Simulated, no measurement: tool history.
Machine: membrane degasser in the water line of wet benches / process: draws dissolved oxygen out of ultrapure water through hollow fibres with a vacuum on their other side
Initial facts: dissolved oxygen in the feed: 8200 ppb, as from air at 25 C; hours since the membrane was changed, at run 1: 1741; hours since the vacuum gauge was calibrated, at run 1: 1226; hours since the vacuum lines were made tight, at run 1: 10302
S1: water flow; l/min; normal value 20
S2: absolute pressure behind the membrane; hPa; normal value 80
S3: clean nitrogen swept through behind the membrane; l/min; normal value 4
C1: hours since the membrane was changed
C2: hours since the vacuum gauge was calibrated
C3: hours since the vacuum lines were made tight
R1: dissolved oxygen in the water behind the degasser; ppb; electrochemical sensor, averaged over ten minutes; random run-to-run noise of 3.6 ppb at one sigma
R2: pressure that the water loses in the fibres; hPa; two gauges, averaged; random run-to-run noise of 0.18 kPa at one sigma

| run | hour | S1 | S2 | S3 | C1 | C2 | C3 | R1 | R2 |
|---|---|---|---|---|---|---|---|---|---|
| 1 | 0 | 20 | 80 | 4 | 1741 | 1226 | 10302 | 361.7 | 351 |
| 2 | 101.4 | 20 | 80 | 4 | 1843 | 1328 | 10404 | 354.7 | 350.7 |
| 3 | 231.3 | 20 | 80 | 4 | 1972 | 1458 | 10534 | 359.8 | 350.1 |
| 4 | 338.6 | 20 | 80 | 4 | 2080 | 1565 | 10641 | 354.4 | 345.8 |
| 5 | 567.3 | 16 | 80 | 4 | 2308 | 1794 | 10870 | 244.3 | 282.8 |
| 6 | 748.9 | 15 | 80 | 4 | 2490 | 1975 | 11051 | 219.8 | 263.3 |
| 7 | 877.2 | 15 | 80 | 4 | 2618 | 2104 | 11179 | 219.5 | 262.1 |
| 8 | 988 | 20 | 69.5 | 4 | 2729 | 2214 | 11290 | 346.4 | 350.8 |
| 9 | 1138.7 | 20 | 69.5 | 4 | 2880 | 2365 | 11441 | 340.1 | 352.7 |
| 10 | 1275.3 | 20 | 69.5 | 4 | 3016 | 2502 | 11578 | 342.1 | 353.4 |
| 11 | 1489.6 | 20 | 80 | 4 | 3231 | 2716 | 11792 | 361.2 | 351.2 |
| 12 | 1618.6 | 20 | 80 | 4 | 3360 | 2845 | 11921 | 359.7 | 352.9 |
| 13 | 1750.7 | 20 | 80 | 4 | 3492 | 2977 | 12053 | 356.1 | 352.4 |
| 14 | 1875.5 | 20 | 80 | 4 | 3617 | 3102 | 12178 | 356.4 | 351.5 |
| 15 | 2075.2 | 20 | 80 | 4 | 3816 | 3302 | 12377 | 358.2 | 353.5 |
| 16 | 2189.3 | 20 | 80 | 4 | 3930 | 3416 | 12492 | 358.7 | 355.1 |
| 17 | 2329.3 | 20 | 80 | 4 | 4070 | 3556 | 12632 | 356.8 | 354.8 |
| 18 | 2557.4 | 20 | 80 | 4 | 4299 | 3784 | 12860 | 353.2 | 354.3 |
| 19 | 2763.2 | 20 | 80 | 4 | 4504 | 3990 | 13065 | 355.5 | 358.6 |
| 20 | 2902.8 | 13 | 70.8 | 6.18 | 4644 | 4129 | 13205 | 146.1 | 230.5 |
| 21 | 3094 | 29 | 64.3 | 3.19 | 4835 | 4320 | 13396 | 592.9 | 517.5 |
| 22 | 3257.4 | 24 | 50.8 | 2.26 | 4999 | 4484 | 13560 | 450.6 | 427.1 |
| 23 | 3471.4 | 24 | 175.6 | 2.26 | 5213 | 4698 | 13774 | 717.5 | 432.1 |
| 24 | 3673 | 24 | 175.6 | 2.26 | 5414 | 4899 | 13975 | 713.2 | 427.4 |
| 25 | 3852.2 | 24 | 175.6 | 2.26 | 5593 | 5079 | 14154 | 716.3 | 431.7 |
| 26 | 3978.4 | 25 | 68.1 | 2.26 | 5720 | 5205 | 14281 | 515.7 | 450.3 |
|  | 4029.7 | gauge calibrated |
|  | 4177.3 | seals of the vacuum lines changed |
| 27 | 4193.6 | 21 | 120.7 | 4.66 | 5933 | 5418 | 16 | 416.6 | 364.7 |
| 28 | 4295.3 | 13 | 68.5 | 1.84 | 6034 | 5520 | 118 | 190.6 | 226.6 |
| 29 | 4423.3 | 13 | 68.5 | 1.84 | 6162 | 5648 | 246 | 190.5 | 227.8 |
| 30 | 4520.1 | 25 | 68.5 | 2.59 | 6259 | 5744 | 343 | 503.8 | 438.4 |
| 31 | 4690.8 | 20 | 80 | 3.59 | 6430 | 5915 | 514 | 366.1 | 351.6 |
| 32 | 4863.3 | 12 | 82.8 | 3.59 | 6602 | 6088 | 686 | 150.8 | 207.7 |
| 33 | 5056.9 | 12 | 108.4 | 3.59 | 6796 | 6281 | 880 | 169.7 | 209.6 |

Take each entry between the runs: how does the hidden state at the last listed run before it differ from the hidden state at the first listed run after it?
Between runs 26 and 27: gauge calibrated (hour 4029.7); seals of the vacuum lines changed (hour 4177.3)
  air that leaks in behind the membrane, l/min: 0.0027 -> 0.002; drift of the gauge itself on loss_of_pressure_kpa, %: 2.6 -> 0.11
  what was measured, less what the result would be without the hidden state, R2: +11.6 -> +0.6 hPa
